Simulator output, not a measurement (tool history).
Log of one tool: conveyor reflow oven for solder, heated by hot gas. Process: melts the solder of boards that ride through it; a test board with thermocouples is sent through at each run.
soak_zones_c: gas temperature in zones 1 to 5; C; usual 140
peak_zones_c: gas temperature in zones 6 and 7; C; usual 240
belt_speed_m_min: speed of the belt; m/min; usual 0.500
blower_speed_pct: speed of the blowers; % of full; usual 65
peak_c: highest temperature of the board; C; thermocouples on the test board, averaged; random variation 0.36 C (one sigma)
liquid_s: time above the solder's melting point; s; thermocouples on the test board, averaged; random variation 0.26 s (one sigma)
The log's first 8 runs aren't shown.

-- day=3.242 belt drive overhauled, speed set with a stopwatch
run 9 day=3.604 | soak_zones_c=140 peak_zones_c=240 belt_speed_m_min=0.569 blower_speed_pct=65 | peak_c=214.0 liquid_s=44.5
-- day=4.171 flux residue cleaned out of gas plates and filters
run 10 day=4.192 | soak_zones_c=140 peak_zones_c=240 belt_speed_m_min=0.500 blower_speed_pct=65 | peak_c=223.4 liquid_s=59.0
run 11 day=4.646 | soak_zones_c=140 peak_zones_c=240 belt_speed_m_min=0.500 blower_speed_pct=65 | peak_c=223.1 liquid_s=58.8
run 12 day=5.038 | soak_zones_c=140 peak_zones_c=240 belt_speed_m_min=0.500 blower_speed_pct=62 | peak_c=222.3 liquid_s=58.3
-- day=5.300 belt drive overhauled, speed set with a stopwatch, once more
run 13 day=5.754 | soak_zones_c=140 peak_zones_c=240 belt_speed_m_min=0.500 blower_speed_pct=76 | peak_c=225.2 liquid_s=60.3
run 14 day=6.396 | soak_zones_c=140 peak_zones_c=240 belt_speed_m_min=0.500 blower_speed_pct=76 | peak_c=224.9 liquid_s=60.3
run 15 day=6.954 | soak_zones_c=140 peak_zones_c=240 belt_speed_m_min=0.500 blower_speed_pct=76 | peak_c=225.0 liquid_s=60.2
run 16 day=7.388 | soak_zones_c=138 peak_zones_c=240 belt_speed_m_min=0.500 blower_speed_pct=76 | peak_c=225.0 liquid_s=58.9
run 17 day=7.996 | soak_zones_c=128 peak_zones_c=240 belt_speed_m_min=0.448 blower_speed_pct=65 | peak_c=223.5 liquid_s=62.4
run 18 day=8.600 | soak_zones_c=152 peak_zones_c=244 belt_speed_m_min=0.500 blower_speed_pct=87 | peak_c=232.4 liquid_s=67.3
run 19 day=9.200 | soak_zones_c=152 peak_zones_c=244 belt_speed_m_min=0.500 blower_speed_pct=87 | peak_c=232.5 liquid_s=67.7
run 20 day=9.821 | soak_zones_c=152 peak_zones_c=244 belt_speed_m_min=0.500 blower_speed_pct=68 | peak_c=228.4 liquid_s=66.1
run 21 day=10.162 | soak_zones_c=140 peak_zones_c=239 belt_speed_m_min=0.514 blower_speed_pct=88 | peak_c=225.2 liquid_s=58.9
run 22 day=10.617 | soak_zones_c=130 peak_zones_c=253 belt_speed_m_min=0.550 blower_speed_pct=87 | peak_c=232.8 liquid_s=55.7
run 23 day=11.221 | soak_zones_c=130 peak_zones_c=240 belt_speed_m_min=0.576 blower_speed_pct=65 | peak_c=214.6 liquid_s=41.9
run 24 day=11.583 | soak_zones_c=146 peak_zones_c=237 belt_speed_m_min=0.471 blower_speed_pct=81 | peak_c=225.3 liquid_s=66.2
run 25 day=11.888 | soak_zones_c=146 peak_zones_c=237 belt_speed_m_min=0.471 blower_speed_pct=81 | peak_c=225.6 liquid_s=66.4
run 26 day=12.354 | soak_zones_c=145 peak_zones_c=239 belt_speed_m_min=0.534 blower_speed_pct=67 | peak_c=220.7 liquid_s=54.4

Forecast run 27:
run 27 day=12.942 | soak_zones_c=145 peak_zones_c=239 belt_speed_m_min=0.534 blower_speed_pct=67 | peak_c=? liquid_s=?

peak_c: 219.6 C
liquid_s: 54.4 s
Without the tool's hidden state the same run would have given peak_c 220.7 C, liquid_s 55.1 s.
